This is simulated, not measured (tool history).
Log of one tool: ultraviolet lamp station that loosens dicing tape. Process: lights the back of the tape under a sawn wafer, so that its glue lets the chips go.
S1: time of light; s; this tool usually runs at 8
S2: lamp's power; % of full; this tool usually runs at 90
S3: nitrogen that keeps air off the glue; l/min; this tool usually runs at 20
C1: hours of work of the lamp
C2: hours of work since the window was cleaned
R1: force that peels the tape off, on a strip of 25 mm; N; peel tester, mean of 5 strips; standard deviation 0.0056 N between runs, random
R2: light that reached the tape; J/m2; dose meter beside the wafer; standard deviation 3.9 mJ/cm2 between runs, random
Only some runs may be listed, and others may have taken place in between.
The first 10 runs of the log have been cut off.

| run | hour | S1 | S2 | S3 | C1 | C2 | R1 | R2 |
|---|---|---|---|---|---|---|---|---|
|  | 586 | window cleaned of glue's vapour |
| 11 | 630.3 | 8 | 90 | 20 | 433 | 28 | 0.179 | 5700 |
| 12 | 701.1 | 8 | 90 | 20 | 478 | 73 | 0.196 | 5540 |
| 13 | 753.8 | 8 | 90 | 20 | 511 | 106 | 0.193 | 5370 |
| 14 | 799.3 | 8 | 90 | 17 | 540 | 135 | 0.248 | 5470 |
| 15 | 852.5 | 8 | 90 | 20 | 574 | 169 | 0.235 | 5250 |
| 16 | 908.2 | 8 | 90 | 38 | 609 | 204 | 0.141 | 5160 |
|  | 961.2 | window cleaned of glue's vapour |
| 17 | 976.2 | 8 | 90 | 12 | 652 | 10 | 0.365 | 5320 |
| 18 | 1034 | 8 | 63 | 40 | 688 | 46 | 0.307 | 3640 |
| 19 | 1076.7 | 8 | 63 | 40 | 716 | 73 | 0.325 | 3560 |
| 20 | 1109 | 12 | 93 | 29 | 736 | 94 | 0.087 | 7810 |
| 21 | 1159.7 | 8 | 90 | 22 | 768 | 126 | 0.236 | 4930 |
| 22 | 1205.7 | 11 | 64 | 7 | 797 | 155 | 0.759 | 4750 |
| 23 | 1259 | 11 | 64 | 7 | 831 | 189 | 0.827 | 4680 |
| 24 | 1322.9 | 11 | 92 | 23 | 872 | 229 | 0.125 | 6550 |
|  | 1336.3 | window cleaned of glue's vapour |
| 25 | 1381.8 | 11 | 92 | 23 | 909 | 29 | 0.118 | 6740 |
| 26 | 1443.8 | 8 | 90 | 20 | 948 | 68 | 0.306 | 4640 |
| 27 | 1506.9 | 8 | 90 | 20 | 988 | 108 | 0.318 | 4610 |
| 28 | 1545.4 | 8 | 90 | 20 | 1013 | 133 | 0.339 | 4430 |
| 29 | 1616.5 | 8 | 90 | 20 | 1058 | 178 | 0.353 | 4320 |
| 30 | 1653.6 | 8 | 90 | 20 | 1081 | 201 | 0.377 | 4360 |

Below are 3 alternative next runs, each starting from the tool's condition after run 30. Predict each:
|  | 1687.2 | lamp changed |
|  | 1710.7 | window cleaned of glue's vapour |
| A | 1728.6 | 6 | 90 | 20 | 26 | 11 | ? | ? |
|  | 1687.2 | lamp changed |
|  | 1710.7 | window cleaned of glue's vapour |
| B | 1728.6 | 7 | 82 | 23 | 26 | 11 | ? | ? |
|  | 1687.2 | lamp changed |
|  | 1710.7 | window cleaned of glue's vapour |
| C | 1728.6 | 8 | 90 | 17 | 26 | 11 | ? | ? |

| run | R1 | R2 |
|---|---|---|
| A | 0.261 | 4970 |
| B | 0.199 | 5260 |
| C | 0.167 | 6540 |
With no hidden state in the tool, these same runs would have given:
| run | R1 | R2 |
|---|---|---|
| A | 0.25 | 5050 |
| B | 0.191 | 5350 |
| C | 0.161 | 6650 |
